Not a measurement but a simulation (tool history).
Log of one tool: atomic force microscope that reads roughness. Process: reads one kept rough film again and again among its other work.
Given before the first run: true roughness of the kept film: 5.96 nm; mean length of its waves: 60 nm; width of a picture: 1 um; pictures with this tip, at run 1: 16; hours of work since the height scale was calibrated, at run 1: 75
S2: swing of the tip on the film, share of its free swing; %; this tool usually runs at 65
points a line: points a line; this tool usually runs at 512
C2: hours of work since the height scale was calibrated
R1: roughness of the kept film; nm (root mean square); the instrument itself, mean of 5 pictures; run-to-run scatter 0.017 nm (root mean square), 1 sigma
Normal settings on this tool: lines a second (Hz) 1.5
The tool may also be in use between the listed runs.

Run 1, hour 0: usual settings; pictures with this tip 16; C2 75. Result: R1 5.573 nm (root mean square).
Run 2, hour 11.2: usual settings; pictures with this tip 31; C2 83. Result: R1 5.556 nm (root mean square).
Run 3, hour 19.1: usual settings; pictures with this tip 42; C2 88. Result: R1 5.551 nm (root mean square).
Run 4, hour 27.4: usual settings but S2 58 %; pictures with this tip 54; C2 94. Result: R1 5.63 nm (root mean square).
Run 5, hour 37.1: usual settings but S2 58 %; pictures with this tip 68; C2 101. Result: R1 5.613 nm (root mean square).
Run 6, hour 49.2: usual settings but S2 66 %; pictures with this tip 85; C2 109. Result: R1 5.549 nm (root mean square).
Run 7, hour 59.2: usual settings but S2 66 %; pictures with this tip 99; C2 116. Result: R1 5.547 nm (root mean square).
Run 8, hour 69.5: usual settings but lines a second (Hz) 1.06; pictures with this tip 113; C2 124. Result: R1 5.593 nm (root mean square).
Run 9, hour 81.9: usual settings but lines a second (Hz) 1.06; pictures with this tip 130; C2 132. Result: R1 5.625 nm (root mean square).
Run 10, hour 89.5: usual settings but lines a second (Hz) 2.99; pictures with this tip 141; C2 138. Result: R1 5.372 nm (root mean square).
Run 11, hour 97.2: usual settings; pictures with this tip 152; C2 143. Result: R1 5.565 nm (root mean square).
At hour 98.4: new tip fitted.
Run 12, hour 109: usual settings but lines a second (Hz) 0.77; pictures with this tip 15; C2 151. Result: R1 5.683 nm (root mean square).
Run 13, hour 118.1: usual settings but lines a second (Hz) 1.74, S2 63 %, points a line 645; pictures with this tip 27; C2 157. Result: R1 5.574 nm (root mean square).
Run 14, hour 126.9: usual settings but points a line 299; pictures with this tip 40; C2 163. Result: R1 5.556 nm (root mean square).
Run 15, hour 133.5: usual settings but S2 71 %, points a line 732; pictures with this tip 49; C2 168. Result: R1 5.506 nm (root mean square).
Run 16, hour 146.2: usual settings but lines a second (Hz) 2.88, S2 88 %, points a line 844; pictures with this tip 67; C2 177. Result: R1 4.67 nm (root mean square).
Run 17, hour 155.3: usual settings but lines a second (Hz) 2.88, S2 88 %, points a line 575; pictures with this tip 79; C2 183. Result: R1 4.682 nm (root mean square).
Run 18, hour 165.9: usual settings but lines a second (Hz) 3.01, S2 88 %, points a line 575; pictures with this tip 94; C2 191. Result: R1 4.589 nm (root mean square).
Run 19, hour 177.4: usual settings but lines a second (Hz) 3.01, S2 88 %, points a line 575; pictures with this tip 110; C2 199. Result: R1 4.611 nm (root mean square).
Run 20, hour 185.1: usual settings but lines a second (Hz) 2.66, S2 88 %, points a line 351; pictures with this tip 121; C2 204. Result: R1 4.71 nm (root mean square).
Run 21, hour 193.7: usual settings but lines a second (Hz) 2.09, S2 67 %, points a line 817; pictures with this tip 133; C2 210. Result: R1 5.438 nm (root mean square).
Run 22, hour 202.6: usual settings but lines a second (Hz) 2.09, S2 67 %, points a line 817; pictures with this tip 146; C2 216. Result: R1 5.463 nm (root mean square).
At hour 208: new tip fitted.
Run 23, hour 215: usual settings but lines a second (Hz) 2.09, S2 63 %, points a line 404; pictures with this tip 9; C2 225. Result: R1 5.507 nm (root mean square).
Run 24, hour 224.7: usual settings but lines a second (Hz) 0.71, S2 63 %; pictures with this tip 23; C2 231. Result: R1 5.667 nm (root mean square).

Here are 4 independent what-if runs from the current tool condition. What would each one return?
Run A, hour 234.6: usual settings but lines a second (Hz) 0.71, S2 63 %, points a line 513; pictures with this tip 37; C2 238. Result: R1 ?.
Run B, hour 234.6: usual settings but lines a second (Hz) 0.71, S2 56 %; pictures with this tip 37; C2 238. Result: R1 ?.
Run C, hour 234.6: usual settings but lines a second (Hz) 1.55, S2 59 %, points a line 346; pictures with this tip 37; C2 238. Result: R1 ?.
Run D, hour 234.6: usual settings but lines a second (Hz) 2.14, S2 63 %; pictures with this tip 37; C2 238. Result: R1 ?.

run     R1
  A  5.654
  B  5.702
  C   5.61
  D  5.478
Had the tool no hidden state, the same runs would have come out as:
run     R1
  A  5.655
  B  5.703
  C  5.612
  D   5.48
